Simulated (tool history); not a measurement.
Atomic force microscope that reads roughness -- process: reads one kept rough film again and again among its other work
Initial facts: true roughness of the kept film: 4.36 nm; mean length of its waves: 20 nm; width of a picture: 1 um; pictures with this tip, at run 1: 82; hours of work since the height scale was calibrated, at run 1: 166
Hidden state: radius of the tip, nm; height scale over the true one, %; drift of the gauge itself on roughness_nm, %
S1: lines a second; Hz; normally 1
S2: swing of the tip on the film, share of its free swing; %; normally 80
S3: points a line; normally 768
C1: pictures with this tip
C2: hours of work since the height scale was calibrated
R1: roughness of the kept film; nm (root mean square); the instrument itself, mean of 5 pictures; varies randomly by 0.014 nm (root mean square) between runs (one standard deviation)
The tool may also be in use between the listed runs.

{"run": 1, "hour": 0.0, "S1": 1, "S2": 80, "S3": 768, "C1": 82, "C2": 166, "R1": 2.837}
{"run": 2, "hour": 8.0, "S1": 1, "S2": 80, "S3": 768, "C1": 95, "C2": 170, "R1": 2.794}
{"run": 3, "hour": 21.8, "S1": 1, "S2": 80, "S3": 768, "C1": 118, "C2": 177, "R1": 2.718}
{"run": 4, "hour": 32.9, "S1": 1, "S2": 58, "S3": 768, "C1": 137, "C2": 182, "R1": 2.843}
{"run": 5, "hour": 42.8, "S1": 1, "S2": 80, "S3": 768, "C1": 153, "C2": 187, "R1": 2.592}
{"hour": 49.8, "done": "new tip fitted"}
{"run": 6, "hour": 52.8, "S1": 1, "S2": 73, "S3": 768, "C1": 5, "C2": 192, "R1": 3.279}
{"run": 7, "hour": 64.9, "S1": 1, "S2": 80, "S3": 768, "C1": 25, "C2": 198, "R1": 3.114}
{"run": 8, "hour": 76.7, "S1": 1, "S2": 80, "S3": 273, "C1": 45, "C2": 204, "R1": 2.906}
{"run": 9, "hour": 91.7, "S1": 1, "S2": 60, "S3": 768, "C1": 70, "C2": 212, "R1": 3.098}
{"run": 10, "hour": 101.3, "S1": 1, "S2": 60, "S3": 768, "C1": 86, "C2": 216, "R1": 3.02}
{"run": 11, "hour": 117.1, "S1": 0.55, "S2": 60, "S3": 768, "C1": 113, "C2": 224, "R1": 2.972}
{"run": 12, "hour": 125.5, "S1": 0.55, "S2": 60, "S3": 768, "C1": 127, "C2": 228, "R1": 2.894}
{"run": 13, "hour": 140.0, "S1": 0.55, "S2": 60, "S3": 768, "C1": 151, "C2": 236, "R1": 2.82}
{"hour": 148.0, "done": "new tip fitted"}
{"run": 14, "hour": 150.9, "S1": 1, "S2": 80, "S3": 286, "C1": 5, "C2": 241, "R1": 3.125}

Run 15, settings as shown, results not yet in. Your forecast:
{"hour": 153.1, "done": "height scale calibrated on a step standard"}
{"run": 15, "hour": 167.6, "S1": 1, "S2": 80, "S3": 286, "C1": 31, "C2": 7, "R1": "?"}

{"run 15": {"R1": 3.005}}
The same run, on a tool lacking any hidden state, would have yielded R1 3.177 nm (root mean square).
